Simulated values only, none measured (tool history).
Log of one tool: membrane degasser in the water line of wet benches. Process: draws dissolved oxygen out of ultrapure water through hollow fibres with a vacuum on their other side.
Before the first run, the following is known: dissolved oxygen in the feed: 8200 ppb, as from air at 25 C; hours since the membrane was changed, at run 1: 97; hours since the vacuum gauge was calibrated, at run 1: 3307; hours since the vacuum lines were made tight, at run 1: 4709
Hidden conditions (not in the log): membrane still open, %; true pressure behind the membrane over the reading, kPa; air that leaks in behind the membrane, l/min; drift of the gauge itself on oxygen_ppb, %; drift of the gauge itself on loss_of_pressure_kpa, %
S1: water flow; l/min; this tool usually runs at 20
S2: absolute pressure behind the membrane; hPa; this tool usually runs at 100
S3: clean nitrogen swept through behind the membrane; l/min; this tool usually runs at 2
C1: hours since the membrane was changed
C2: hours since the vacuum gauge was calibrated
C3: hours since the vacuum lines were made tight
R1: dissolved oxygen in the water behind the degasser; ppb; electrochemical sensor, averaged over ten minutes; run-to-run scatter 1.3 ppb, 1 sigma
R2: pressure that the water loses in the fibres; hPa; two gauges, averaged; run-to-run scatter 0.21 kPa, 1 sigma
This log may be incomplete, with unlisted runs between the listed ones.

| run | hour | S1 | S2 | S3 | C1 | C2 | C3 | R1 | R2 |
|---|---|---|---|---|---|---|---|---|---|
| 1 | 0 | 20 | 100 | 2 | 97 | 3307 | 4709 | 182.5 | 485.8 |
| 2 | 45.6 | 20 | 100 | 2 | 143 | 3352 | 4755 | 183.5 | 485.9 |
| 3 | 66.6 | 20 | 100 | 1.18 | 164 | 3373 | 4776 | 278.2 | 487.9 |
| 4 | 89.5 | 18 | 100 | 2 | 187 | 3396 | 4799 | 163.3 | 436.1 |
| 5 | 133.3 | 18 | 100 | 2 | 230 | 3440 | 4843 | 163.6 | 438.4 |
| 6 | 157.9 | 20 | 206 | 2 | 255 | 3465 | 4867 | 416 | 487.2 |
| 7 | 191.4 | 20 | 97 | 2 | 288 | 3498 | 4901 | 178.6 | 488.4 |
| 8 | 236.1 | 20 | 100 | 3.95 | 333 | 3543 | 4945 | 108.9 | 489.7 |
| 9 | 274.9 | 20 | 100 | 3.95 | 372 | 3582 | 4984 | 108.3 | 488.8 |
| 10 | 295.9 | 20 | 100 | 3.95 | 393 | 3603 | 5005 | 108.6 | 488.6 |
| 11 | 327.8 | 20 | 100 | 2 | 425 | 3635 | 5037 | 183.5 | 486.5 |
| 12 | 373 | 20 | 100 | 2 | 470 | 3680 | 5082 | 184.9 | 489.2 |
| 13 | 418.5 | 20 | 100 | 3.02 | 516 | 3725 | 5128 | 135.3 | 490.6 |
| 14 | 441.7 | 20 | 100 | 3.02 | 539 | 3748 | 5151 | 135 | 486.9 |
| 15 | 490.2 | 20 | 100 | 3.02 | 587 | 3797 | 5199 | 136 | 493.2 |
| 16 | 517 | 20 | 63 | 2 | 614 | 3824 | 5226 | 100.2 | 493.2 |
| 17 | 540.9 | 20 | 63 | 2 | 638 | 3848 | 5250 | 99.6 | 490.4 |
| 18 | 564.3 | 20 | 123 | 2 | 661 | 3871 | 5273 | 236 | 491 |
| 19 | 604.4 | 21 | 123 | 5.78 | 701 | 3911 | 5314 | 110.8 | 514.7 |
| 20 | 627.7 | 12 | 140 | 5.64 | 725 | 3934 | 5337 | 63.6 | 298.1 |
| 21 | 655.6 | 12 | 140 | 5.64 | 753 | 3962 | 5365 | 63.9 | 297.8 |
| 22 | 697.1 | 12 | 140 | 5.64 | 794 | 4004 | 5406 | 64.4 | 296.3 |
| 23 | 724.8 | 12 | 140 | 5.64 | 822 | 4032 | 5434 | 63.7 | 296.4 |
| 24 | 759.6 | 15 | 64 | 1.73 | 857 | 4066 | 5469 | 78.7 | 377 |
| 25 | 784.6 | 19 | 186 | 2 | 882 | 4091 | 5494 | 357.3 | 471.6 |
| 26 | 817.8 | 20 | 206 | 2 | 915 | 4125 | 5527 | 415.9 | 493.6 |
| 27 | 867.5 | 20 | 82 | 1.88 | 965 | 4174 | 5577 | 150.9 | 494.1 |
| 28 | 911.4 | 23 | 100 | 3.83 | 1009 | 4218 | 5621 | 132.5 | 568 |
| 29 | 944.4 | 28 | 219 | 1 | 1041 | 4251 | 5654 | 1029.7 | 697.4 |
| 30 | 981.9 | 12 | 100 | 3.22 | 1079 | 4289 | 5691 | 69.2 | 300 |
|  | 1004.1 | gauge calibrated |
| 31 | 1021.6 | 15 | 100 | 3.22 | 1119 | 4328 | 5731 | 89.6 | 363 |
| 32 | 1048.7 | 27 | 195 | 0.89 | 1146 | 4355 | 5758 | 977.5 | 656.6 |

Consider 3 possible next runs. They are alternatives, not a sequence: every one starts from the tool as it was left by run 32. What does each give?
| A | 1071.6 | 23 | 100 | 2 | 1169 | 4378 | 5781 | ? | ? |
| B | 1071.6 | 20 | 188 | 2.36 | 1169 | 4378 | 5781 | ? | ? |
| C | 1071.6 | 14 | 176 | 4.37 | 1169 | 4378 | 5781 | ? | ? |

| run | R1 | R2 |
|---|---|---|
| A | 218 | 556.7 |
| B | 328.3 | 484.6 |
| C | 123.2 | 339.6 |
Without the tool's unlogged condition, the same runs would have read:
| run | R1 | R2 |
|---|---|---|
| A | 217.8 | 555.6 |
| B | 328 | 483.6 |
| C | 123 | 338.9 |
